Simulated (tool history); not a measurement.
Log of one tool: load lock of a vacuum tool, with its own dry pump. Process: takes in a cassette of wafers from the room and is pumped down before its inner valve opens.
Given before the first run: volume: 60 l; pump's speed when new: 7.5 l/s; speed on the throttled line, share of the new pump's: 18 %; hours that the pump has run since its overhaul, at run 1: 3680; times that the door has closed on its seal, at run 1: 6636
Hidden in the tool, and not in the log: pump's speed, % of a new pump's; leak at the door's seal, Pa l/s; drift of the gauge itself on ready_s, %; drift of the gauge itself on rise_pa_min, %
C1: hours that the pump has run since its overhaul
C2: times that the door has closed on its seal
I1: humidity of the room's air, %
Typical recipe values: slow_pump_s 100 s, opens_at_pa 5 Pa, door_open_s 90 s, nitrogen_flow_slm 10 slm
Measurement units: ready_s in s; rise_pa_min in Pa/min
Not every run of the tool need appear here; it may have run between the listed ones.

{"run": 1, "hour": 0.0, "slow_pump_s": 100, "opens_at_pa": 5, "door_open_s": 90, "nitrogen_flow_slm": 10, "C1": 3680, "C2": 6636, "I1": 47.7, "ready_s": 163, "rise_pa_min": 0.07}
{"run": 2, "hour": 92.7, "slow_pump_s": 100, "opens_at_pa": 5, "door_open_s": 90, "nitrogen_flow_slm": 10, "C1": 3773, "C2": 6823, "I1": 42.9, "ready_s": 165.6, "rise_pa_min": 0.063}
{"run": 3, "hour": 181.2, "slow_pump_s": 100, "opens_at_pa": 5, "door_open_s": 90, "nitrogen_flow_slm": 10, "C1": 3861, "C2": 7002, "I1": 42.1, "ready_s": 165.3, "rise_pa_min": 0.067}
{"run": 4, "hour": 319.1, "slow_pump_s": 100, "opens_at_pa": 5, "door_open_s": 115, "nitrogen_flow_slm": 10, "C1": 3999, "C2": 7281, "I1": 44.5, "ready_s": 166.5, "rise_pa_min": 0.076}
{"run": 5, "hour": 451.5, "slow_pump_s": 100, "opens_at_pa": 5, "door_open_s": 90, "nitrogen_flow_slm": 10, "C1": 4132, "C2": 7548, "I1": 44.7, "ready_s": 167.1, "rise_pa_min": 0.071}
{"run": 6, "hour": 521.3, "slow_pump_s": 100, "opens_at_pa": 5, "door_open_s": 59, "nitrogen_flow_slm": 10, "C1": 4201, "C2": 7689, "I1": 48.2, "ready_s": 165.7, "rise_pa_min": 0.067}
{"run": 7, "hour": 585.4, "slow_pump_s": 100, "opens_at_pa": 5, "door_open_s": 59, "nitrogen_flow_slm": 10, "C1": 4266, "C2": 7819, "I1": 46.8, "ready_s": 165.3, "rise_pa_min": 0.066}
{"run": 8, "hour": 700.6, "slow_pump_s": 100, "opens_at_pa": 5, "door_open_s": 59, "nitrogen_flow_slm": 10, "C1": 4381, "C2": 8051, "I1": 45.8, "ready_s": 166.9, "rise_pa_min": 0.065}
{"run": 9, "hour": 802.2, "slow_pump_s": 100, "opens_at_pa": 5, "door_open_s": 90, "nitrogen_flow_slm": 10, "C1": 4482, "C2": 8256, "I1": 47.9, "ready_s": 165.7, "rise_pa_min": 0.073}
{"run": 10, "hour": 942.4, "slow_pump_s": 100, "opens_at_pa": 5, "door_open_s": 90, "nitrogen_flow_slm": 10, "C1": 4622, "C2": 8540, "I1": 47, "ready_s": 165.7, "rise_pa_min": 0.076}
{"run": 11, "hour": 1024.5, "slow_pump_s": 100, "opens_at_pa": 5, "door_open_s": 90, "nitrogen_flow_slm": 10, "C1": 4705, "C2": 8706, "I1": 45, "ready_s": 167.2, "rise_pa_min": 0.074}
{"run": 12, "hour": 1153.8, "slow_pump_s": 198, "opens_at_pa": 8, "door_open_s": 40, "nitrogen_flow_slm": 8, "C1": 4834, "C2": 8967, "I1": 46.2, "ready_s": 241.5, "rise_pa_min": 0.06}
{"run": 13, "hour": 1225.3, "slow_pump_s": 198, "opens_at_pa": 7, "door_open_s": 40, "nitrogen_flow_slm": 5, "C1": 4905, "C2": 9111, "I1": 42.2, "ready_s": 240.4, "rise_pa_min": 0.062}
{"run": 14, "hour": 1334.0, "slow_pump_s": 130, "opens_at_pa": 5, "door_open_s": 40, "nitrogen_flow_slm": 7, "C1": 5014, "C2": 9331, "I1": 44.2, "ready_s": 191, "rise_pa_min": 0.06}
{"run": 15, "hour": 1394.7, "slow_pump_s": 87, "opens_at_pa": 7, "door_open_s": 69, "nitrogen_flow_slm": 38, "C1": 5075, "C2": 9454, "I1": 42.4, "ready_s": 153.9, "rise_pa_min": 0.038}
{"run": 16, "hour": 1537.0, "slow_pump_s": 72, "opens_at_pa": 4, "door_open_s": 90, "nitrogen_flow_slm": 10, "C1": 5217, "C2": 9741, "I1": 45.3, "ready_s": 147.3, "rise_pa_min": 0.075}
{"run": 17, "hour": 1678.8, "slow_pump_s": 72, "opens_at_pa": 4, "door_open_s": 90, "nitrogen_flow_slm": 10, "C1": 5359, "C2": 10027, "I1": 48, "ready_s": 145.4, "rise_pa_min": 0.082}
{"run": 18, "hour": 1756.5, "slow_pump_s": 72, "opens_at_pa": 4, "door_open_s": 90, "nitrogen_flow_slm": 10, "C1": 5437, "C2": 10184, "I1": 42.3, "ready_s": 147.5, "rise_pa_min": 0.07}
{"run": 19, "hour": 1849.6, "slow_pump_s": 72, "opens_at_pa": 4, "door_open_s": 90, "nitrogen_flow_slm": 10, "C1": 5530, "C2": 10373, "I1": 44, "ready_s": 147.1, "rise_pa_min": 0.08}
{"run": 20, "hour": 1978.0, "slow_pump_s": 88, "opens_at_pa": 5, "door_open_s": 40, "nitrogen_flow_slm": 10, "C1": 5658, "C2": 10632, "I1": 45.2, "ready_s": 158.9, "rise_pa_min": 0.058}
{"run": 21, "hour": 2074.5, "slow_pump_s": 102, "opens_at_pa": 10, "door_open_s": 90, "nitrogen_flow_slm": 10, "C1": 5755, "C2": 10827, "I1": 44.8, "ready_s": 162.2, "rise_pa_min": 0.081}
{"run": 22, "hour": 2141.0, "slow_pump_s": 62, "opens_at_pa": 7, "door_open_s": 218, "nitrogen_flow_slm": 34, "C1": 5821, "C2": 10961, "I1": 44.3, "ready_s": 133, "rise_pa_min": 0.071}

Pick out some run-to-run changes in ready_s. Of each, how much would a tool without hidden state show as well, from the settings, what came in and chance, and how much is left for the hidden state and any gauge scatter not in both results compared?
Run 11 -> 12: slow_pump_s 100 -> 198, opens_at_pa 5 -> 8, door_open_s 90 -> 40, nitrogen_flow_slm 10 -> 8. ready_s +74.3 s: hidden state -1.3, all else +75.6.
Run 13 -> 14: slow_pump_s 198 -> 130, opens_at_pa 7 -> 5, nitrogen_flow_slm 5 -> 7. ready_s -49.4 s: hidden state +1.1, all else -50.5.
